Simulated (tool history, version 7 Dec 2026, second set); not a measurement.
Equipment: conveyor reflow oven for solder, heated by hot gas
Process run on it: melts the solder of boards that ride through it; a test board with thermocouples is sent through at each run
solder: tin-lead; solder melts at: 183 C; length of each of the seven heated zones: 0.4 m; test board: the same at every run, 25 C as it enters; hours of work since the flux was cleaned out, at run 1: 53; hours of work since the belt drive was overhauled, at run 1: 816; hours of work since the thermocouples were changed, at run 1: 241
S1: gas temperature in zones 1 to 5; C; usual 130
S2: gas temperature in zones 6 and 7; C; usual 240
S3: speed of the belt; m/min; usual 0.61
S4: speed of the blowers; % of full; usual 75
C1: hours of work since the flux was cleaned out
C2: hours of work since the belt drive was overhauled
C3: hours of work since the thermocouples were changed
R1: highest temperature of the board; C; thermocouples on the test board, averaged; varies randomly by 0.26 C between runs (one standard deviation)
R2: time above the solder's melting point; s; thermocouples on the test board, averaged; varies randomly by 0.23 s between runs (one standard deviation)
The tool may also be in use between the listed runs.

Run 1, day 0: usual settings; C1 53; C2 816; C3 241. Result: R1 220.7 C, R2 57.8 s.
At day 0.658: belt drive overhauled, speed set with a stopwatch.
Run 2, day 1.617: usual settings; C1 79; C2 17; C3 267. Result: R1 220.6 C, R2 58.2 s.
Run 3, day 2.412: usual settings; C1 93; C2 31; C3 281. Result: R1 220.9 C, R2 58.4 s.
Run 4, day 3.388: usual settings; C1 110; C2 49; C3 299. Result: R1 220.8 C, R2 58.5 s.
Run 5, day 4.162: usual settings; C1 124; C2 63; C3 312. Result: R1 220.6 C, R2 58.6 s.
Run 6, day 5.704: usual settings but S1 129 C; C1 152; C2 90; C3 340. Result: R1 220.2 C, R2 57.6 s.
Run 7, day 6.988: usual settings but S2 238 C; C1 175; C2 113; C3 363. Result: R1 218.9 C, R2 56.9 s.
Run 8, day 7.788: usual settings but S2 238 C, S4 68 % of full; C1 189; C2 127; C3 377. Result: R1 217 C, R2 56 s.
Run 9, day 8.712: usual settings but S2 238 C, S4 68 % of full; C1 205; C2 144; C3 394. Result: R1 217.4 C, R2 55.2 s.
Run 10, day 9.929: usual settings but S2 238 C, S4 68 % of full; C1 227; C2 165; C3 415. Result: R1 217.5 C, R2 55.3 s.
Run 11, day 10.796: usual settings but S1 140 C, S2 249 C, S3 0.552 m/min, S4 53 % of full; C1 243; C2 181; C3 431. Result: R1 228 C, R2 73.7 s.
At day 11.458: flux residue cleaned out of gas plates and filters.
Run 12, day 11.85: usual settings but S1 140 C, S2 249 C, S3 0.552 m/min, S4 53 % of full; C1 7; C2 196; C3 446. Result: R1 228.2 C, R2 74 s.
Run 13, day 12.642: usual settings but S1 118 C, S2 230 C, S3 0.564 m/min, S4 59 % of full; C1 21; C2 210; C3 460. Result: R1 209.1 C, R2 48 s.
Run 14, day 13.85: usual settings but S1 126 C, S2 230 C, S3 0.553 m/min, S4 58 % of full; C1 43; C2 232; C3 482. Result: R1 210.6 C, R2 53.6 s.
Run 15, day 15.046: usual settings but S1 126 C, S2 230 C, S3 0.553 m/min, S4 58 % of full; C1 64; C2 253; C3 503. Result: R1 211 C, R2 53.8 s.
Run 16, day 16.046: usual settings but S1 126 C, S2 230 C, S3 0.561 m/min, S4 58 % of full; C1 82; C2 271; C3 521. Result: R1 210.9 C, R2 52.5 s.
Run 17, day 17.571: usual settings but S1 126 C, S2 230 C, S3 0.561 m/min, S4 58 % of full; C1 109; C2 298; C3 548. Result: R1 209.9 C, R2 52.5 s.
Run 18, day 18.633: usual settings but S1 126 C, S2 244 C, S3 0.497 m/min, S4 84 % of full; C1 128; C2 317; C3 567. Result: R1 232 C, R2 80 s.

For each entry between runs, how does the tool's hidden state at the last listed run before it compare with that at the first listed run after it?
Logged between run 1 and run 2: belt drive overhauled, speed set with a stopwatch (day 0.658)
  belt's true speed, % of the reading: 99.95 -> 100; true gas temperature in zones 6 and 7 over the reading, C: 0.01 -> 0.02
Logged between run 11 and run 12: flux residue cleaned out of gas plates and filters (day 11.458)
  heat that the gas passes to the board, % of a clean oven's: 99.6 -> 100
